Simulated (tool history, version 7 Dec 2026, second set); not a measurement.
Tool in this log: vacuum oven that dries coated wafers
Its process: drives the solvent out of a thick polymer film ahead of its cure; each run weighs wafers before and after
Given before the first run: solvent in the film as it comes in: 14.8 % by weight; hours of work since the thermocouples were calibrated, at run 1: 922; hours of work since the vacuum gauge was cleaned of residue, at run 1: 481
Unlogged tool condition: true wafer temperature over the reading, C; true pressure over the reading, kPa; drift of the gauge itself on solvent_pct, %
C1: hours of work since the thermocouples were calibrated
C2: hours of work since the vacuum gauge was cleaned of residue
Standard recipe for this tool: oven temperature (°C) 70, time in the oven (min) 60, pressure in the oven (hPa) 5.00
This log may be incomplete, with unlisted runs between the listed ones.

Run 1, hour 0.0: usual settings; C1 922; C2 481. Result: solvent left in the film (%) 1.30.
Run 2, hour 26.2: usual settings but time in the oven (min) 57; C1 940; C2 500. Result: solvent left in the film (%) 1.40.
Run 3, hour 51.9: usual settings but time in the oven (min) 57; C1 958; C2 517. Result: solvent left in the film (%) 1.36.
At hour 93.4: oven's thermocouples calibrated.
Run 4, hour 98.9: usual settings but time in the oven (min) 57; C1 4; C2 549. Result: solvent left in the film (%) 1.25.
Run 5, hour 121.5: usual settings but time in the oven (min) 57; C1 20; C2 564. Result: solvent left in the film (%) 1.25.
Run 6, hour 160.9: usual settings; C1 47; C2 592. Result: solvent left in the film (%) 1.16.
At hour 171.1: oven's thermocouples calibrated, once more.
Run 7, hour 191.6: usual settings but pressure in the oven (hPa) 13.64; C1 14; C2 612. Result: solvent left in the film (%) 2.37.
Run 8, hour 234.8: usual settings but pressure in the oven (hPa) 19.41; C1 44; C2 642. Result: solvent left in the film (%) 2.90.
Run 9, hour 283.6: usual settings but time in the oven (min) 42; C1 78; C2 676. Result: solvent left in the film (%) 2.56.
Run 10, hour 335.1: usual settings but time in the oven (min) 42; C1 114; C2 712. Result: solvent left in the film (%) 2.51.
Run 11, hour 374.4: usual settings but time in the oven (min) 42; C1 141; C2 739. Result: solvent left in the film (%) 2.54.
Run 12, hour 423.4: usual settings but time in the oven (min) 89; C1 176; C2 773. Result: solvent left in the film (%) 0.94.
Run 13, hour 452.6: usual settings but time in the oven (min) 89; C1 196; C2 793. Result: solvent left in the film (%) 0.98.
Run 14, hour 495.9: usual settings but time in the oven (min) 89; C1 226; C2 823. Result: solvent left in the film (%) 0.92.
Run 15, hour 531.5: usual settings but time in the oven (min) 89; C1 251; C2 848. Result: solvent left in the film (%) 0.92.
Run 16, hour 574.0: usual settings but time in the oven (min) 89; C1 280; C2 878. Result: solvent left in the film (%) 0.95.
Run 17, hour 620.3: usual settings but time in the oven (min) 89, pressure in the oven (hPa) 3.91; C1 312; C2 910. Result: solvent left in the film (%) 0.87.
Run 18, hour 649.8: usual settings; C1 333; C2 930. Result: solvent left in the film (%) 1.54.
Run 19, hour 695.4: usual settings; C1 365; C2 962. Result: solvent left in the film (%) 1.55.
Run 20, hour 738.1: usual settings but oven temperature (°C) 73, time in the oven (min) 70, pressure in the oven (hPa) 4.29; C1 394; C2 992. Result: solvent left in the film (%) 0.84.
Run 21, hour 764.4: usual settings but oven temperature (°C) 79, time in the oven (min) 63, pressure in the oven (hPa) 11.73; C1 413; C2 1010. Result: solvent left in the film (%) 1.09.
Run 22, hour 816.2: usual settings but oven temperature (°C) 79, time in the oven (min) 63, pressure in the oven (hPa) 11.73; C1 449; C2 1046. Result: solvent left in the film (%) 1.07.
Run 23, hour 841.8: usual settings but oven temperature (°C) 79, time in the oven (min) 63, pressure in the oven (hPa) 14.26; C1 467; C2 1064. Result: solvent left in the film (%) 1.21.
Run 24, hour 878.9: usual settings but oven temperature (°C) 71, time in the oven (min) 69, pressure in the oven (hPa) 14.82; C1 492; C2 1090. Result: solvent left in the film (%) 2.07.
Run 25, hour 919.8: usual settings but time in the oven (min) 52, pressure in the oven (hPa) 17.57; C1 521; C2 1118. Result: solvent left in the film (%) 2.99.
Run 26, hour 953.2: usual settings but oven temperature (°C) 81, time in the oven (min) 67, pressure in the oven (hPa) 15.29; C1 544; C2 1142. Result: solvent left in the film (%) 1.15.
Run 27, hour 1005.9: usual settings but oven temperature (°C) 81, time in the oven (min) 67, pressure in the oven (hPa) 19.81; C1 581; C2 1178. Result: solvent left in the film (%) 1.48.
Run 28, hour 1046.1: usual settings but oven temperature (°C) 81, time in the oven (min) 67, pressure in the oven (hPa) 19.81; C1 609; C2 1206. Result: solvent left in the film (%) 1.52.
Run 29, hour 1070.8: usual settings but oven temperature (°C) 82, time in the oven (min) 65, pressure in the oven (hPa) 19.81; C1 626; C2 1223. Result: solvent left in the film (%) 1.44.
Run 30, hour 1103.9: usual settings but oven temperature (°C) 71, time in the oven (min) 43, pressure in the oven (hPa) 5.34; C1 649; C2 1246. Result: solvent left in the film (%) 2.20.
Run 31, hour 1148.8: usual settings but oven temperature (°C) 71, time in the oven (min) 43, pressure in the oven (hPa) 5.34; C1 680; C2 1278. Result: solvent left in the film (%) 2.21.
Run 32, hour 1176.6: usual settings but oven temperature (°C) 56, pressure in the oven (hPa) 16.27; C1 699; C2 1297. Result: solvent left in the film (%) 6.45.
Run 33, hour 1212.4: usual settings but oven temperature (°C) 71, pressure in the oven (hPa) 12.54; C1 724; C2 1322. Result: solvent left in the film (%) 2.05.
Run 34, hour 1250.6: usual settings but oven temperature (°C) 71, pressure in the oven (hPa) 12.54; C1 751; C2 1348. Result: solvent left in the film (%) 2.06.
Run 35, hour 1291.9: usual settings but oven temperature (°C) 63, pressure in the oven (hPa) 7.68; C1 780; C2 1377. Result: solvent left in the film (%) 3.27.
Run 36, hour 1343.2: usual settings but oven temperature (°C) 75, pressure in the oven (hPa) 9.24; C1 815; C2 1413. Result: solvent left in the film (%) 1.26.
Run 37, hour 1387.7: usual settings but oven temperature (°C) 75, pressure in the oven (hPa) 9.24; C1 846; C2 1444. Result: solvent left in the film (%) 1.26.

Here are 5 independent what-if runs from the current tool condition. What would each one return?
Run A, hour 1426.9: usual settings but oven temperature (°C) 75, time in the oven (min) 39, pressure in the oven (hPa) 9.24; C1 874; C2 1471. Result: solvent left in the film (%) ?.
Run B, hour 1426.9: usual settings but time in the oven (min) 31, pressure in the oven (hPa) 4.64; C1 874; C2 1471. Result: solvent left in the film (%) ?.
Run C, hour 1426.9: usual settings but pressure in the oven (hPa) 13.23; C1 874; C2 1471. Result: solvent left in the film (%) ?.
Run D, hour 1426.9: usual settings but time in the oven (min) 66; C1 874; C2 1471. Result: solvent left in the film (%) ?.
Run E, hour 1426.9: usual settings but oven temperature (°C) 66, pressure in the oven (hPa) 6.60; C1 874; C2 1471. Result: solvent left in the film (%) ?.

run  solvent left in the film (%)
  A                          1.94
  B                          3.47
  C                          2.25
  D                          1.34
  E                          2.41
Take away the tool's hidden state, keep each run's random variation, and the runs would have read:
run  solvent left in the film (%)
  A                          1.93
  B                          3.56
  C                          2.17
  D                          1.18
  E                          2.34
